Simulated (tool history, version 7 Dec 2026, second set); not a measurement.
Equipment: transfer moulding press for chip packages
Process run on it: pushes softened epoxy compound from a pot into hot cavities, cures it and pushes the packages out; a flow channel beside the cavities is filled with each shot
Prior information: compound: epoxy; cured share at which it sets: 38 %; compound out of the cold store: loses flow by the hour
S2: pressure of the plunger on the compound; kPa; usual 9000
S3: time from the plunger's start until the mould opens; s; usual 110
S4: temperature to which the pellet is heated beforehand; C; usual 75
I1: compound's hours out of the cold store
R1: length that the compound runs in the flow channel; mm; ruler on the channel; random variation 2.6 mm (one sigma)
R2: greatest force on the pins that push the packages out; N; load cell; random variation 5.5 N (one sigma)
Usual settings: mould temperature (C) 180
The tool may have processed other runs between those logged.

run 1 day=0.000 | mould_temperature_(C)=180 S2=9000 S3=110 S4=75 | I1=22.0 | R1=671 R2=201
run 2 day=0.383 | mould_temperature_(C)=180 S2=9000 S3=110 S4=75 | I1=42.8 | R1=636 R2=208
run 3 day=0.800 | mould_temperature_(C)=179 S2=9000 S3=110 S4=75 | I1=28.8 | R1=658 R2=239
run 4 day=1.158 | mould_temperature_(C)=180 S2=9000 S3=110 S4=75 | I1=16.7 | R1=679 R2=229
run 5 day=1.454 | mould_temperature_(C)=180 S2=9000 S3=110 S4=75 | I1=41.0 | R1=637 R2=237
run 6 day=1.929 | mould_temperature_(C)=180 S2=9860 S3=110 S4=75 | I1=19.7 | R1=702 R2=245
run 7 day=2.196 | mould_temperature_(C)=180 S2=9000 S3=110 S4=75 | I1=42.1 | R1=629 R2=242
run 8 day=2.471 | mould_temperature_(C)=180 S2=9000 S3=110 S4=75 | I1=31.9 | R1=645 R2=243
-- day=2.767 cavities cleaned with cleaning compound and waxed
run 9 day=3.150 | mould_temperature_(C)=180 S2=9000 S3=110 S4=75 | I1=24.4 | R1=660 R2=209
run 10 day=3.629 | mould_temperature_(C)=180 S2=9000 S3=110 S4=75 | I1=40.8 | R1=631 R2=202
run 11 day=4.208 | mould_temperature_(C)=180 S2=9000 S3=110 S4=72 | I1=37.6 | R1=631 R2=219
run 12 day=4.821 | mould_temperature_(C)=180 S2=9000 S3=110 S4=72 | I1=32.3 | R1=642 R2=235
run 13 day=5.425 | mould_temperature_(C)=180 S2=7460 S3=110 S4=75 | I1=24.8 | R1=596 R2=240
-- day=5.754 cavities cleaned with cleaning compound and waxed
run 14 day=5.792 | mould_temperature_(C)=180 S2=7460 S3=110 S4=75 | I1=26.2 | R1=591 R2=187
run 15 day=6.229 | mould_temperature_(C)=180 S2=7460 S3=110 S4=75 | I1=11.6 | R1=611 R2=210
run 16 day=6.779 | mould_temperature_(C)=172 S2=9000 S3=120 S4=72 | I1=8.3 | R1=724 R2=349
run 17 day=7.050 | mould_temperature_(C)=180 S2=7700 S3=110 S4=74 | I1=23.9 | R1=604 R2=223
run 18 day=7.396 | mould_temperature_(C)=178 S2=10410 S3=110 S4=81 | I1=24.3 | R1=710 R2=277
run 19 day=7.908 | mould_temperature_(C)=178 S2=10410 S3=110 S4=81 | I1=18.2 | R1=719 R2=273
run 20 day=8.521 | mould_temperature_(C)=185 S2=9000 S3=94 S4=80 | I1=25.8 | R1=628 R2=234
-- day=8.638 mould's thermocouples calibrated
-- day=8.829 cavities cleaned with cleaning compound and waxed
run 21 day=9.283 | mould_temperature_(C)=185 S2=9000 S3=134 S4=80 | I1=28.5 | R1=620 R2=171
run 22 day=9.871 | mould_temperature_(C)=180 S2=9000 S3=93 S4=80 | I1=44.3 | R1=616 R2=288
run 23 day=10.296 | mould_temperature_(C)=180 S2=9000 S3=93 S4=80 | I1=13.0 | R1=665 R2=326
run 24 day=10.625 | mould_temperature_(C)=180 S2=9000 S3=110 S4=76 | I1=18.2 | R1=653 R2=243
-- day=10.971 mould's thermocouples calibrated, once more
run 25 day=10.971 | mould_temperature_(C)=173 S2=9000 S3=99 S4=76 | I1=38.8 | R1=651 R2=500
run 26 day=11.367 | mould_temperature_(C)=173 S2=9000 S3=99 S4=72 | I1=14.2 | R1=697 R2=523
-- day=11.908 cavities cleaned with cleaning compound and waxed
run 27 day=11.908 | mould_temperature_(C)=187 S2=9000 S3=133 S4=77 | I1=8.1 | R1=637 R2=150
run 28 day=12.538 | mould_temperature_(C)=187 S2=7060 S3=122 S4=77 | I1=18.1 | R1=548 R2=164

Below are 4 alternative next runs, each starting from the tool's condition after run 28. Predict each:
run A day=12.796 | mould_temperature_(C)=180 S2=7820 S3=147 S4=71 | I1=22.0 | R1=? R2=?
run B day=12.796 | mould_temperature_(C)=180 S2=7670 S3=110 S4=75 | I1=40.5 | R1=? R2=?
run C day=12.796 | mould_temperature_(C)=178 S2=7060 S3=91 S4=83 | I1=44.9 | R1=? R2=?
run D day=12.796 | mould_temperature_(C)=180 S2=7180 S3=110 S4=84 | I1=35.8 | R1=? R2=?

run=A R1=600 R2=167
run=B R1=560 R2=216
run=C R1=544 R2=327
run=D R1=555 R2=210
Had the tool no hidden state, the same runs would have come out as:
run=A R1=625 R2=147
run=B R1=584 R2=191
run=C R1=567 R2=287
run=D R1=578 R2=186
